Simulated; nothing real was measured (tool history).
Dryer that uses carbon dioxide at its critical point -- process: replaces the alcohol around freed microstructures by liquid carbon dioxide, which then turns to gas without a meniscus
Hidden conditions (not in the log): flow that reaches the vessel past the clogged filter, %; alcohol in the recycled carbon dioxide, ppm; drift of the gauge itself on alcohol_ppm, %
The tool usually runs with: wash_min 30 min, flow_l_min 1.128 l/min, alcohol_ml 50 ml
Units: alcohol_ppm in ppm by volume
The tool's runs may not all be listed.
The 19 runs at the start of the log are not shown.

run   hour  wash_min  flow_l_min  alcohol_ml  hours of work since the filter was changed  hours of work since the purifier's bed was changed  alcohol_ppm
 20  474.6        30       1.128          50                                         127                                                 487           92
 21  500.6        19       1.860          43                                         147                                                 506           87
 22  531.6        30       1.030          26                                         170                                                 529           95
 23  557.0        30       1.720          41                                         189                                                 548           79
 24  589.6        30       1.720          41                                         214                                                 573           85
 25  616.7        30       1.720          41                                         234                                                 593           86
     626.6  -- inlet filter changed
     647.0  -- purifier's bed changed
 26  648.3        30       1.570          59                                          14                                                   1           11
 27  680.3        30       1.570          59                                          38                                                  25            1
 28  703.1        43       0.700          55                                          55                                                  42           34
 29  736.9        30       1.128          23                                          80                                                  67           17
 30  760.2        25       1.540          32                                          98                                                  85           24
 31  780.1        48       1.340          44                                         113                                                 100           15
 32  808.1        48       1.340          44                                         134                                                 121           19
 33  833.3        47       1.630          50                                         153                                                 140           26
 34  849.9        47       1.630          50                                         165                                                 152           25
 35  874.1        30       1.128          83                                         183                                                 170           62
 36  892.8        30       1.128          41                                         197                                                 184           41
 37  911.6        30       1.128          41                                         211                                                 198           51
 38  926.0        30       0.820          27                                         222                                                 209          110
     951.2  -- inlet filter changed
 39  953.9        30       1.580          42                                           2                                                 229           43
 40  987.3        30       1.580          29                                          27                                                 254           45

Consider 3 possible next runs. They are alternatives, not a sequence: every one starts from the tool as it was left by run 40. What does each give?
  A  1009.1        27       1.740          65                                          43                                                 271            ?
  B  1009.1        30       1.580          76                                          43                                                 271            ?
  C  1009.1        30       1.128          54                                          43                                                 271            ?

run  alcohol_ppm
  A           42
  B           44
  C           48
Without the tool's unlogged condition, the same runs would have read:
run  alcohol_ppm
  A            4
  B            4
  C            7
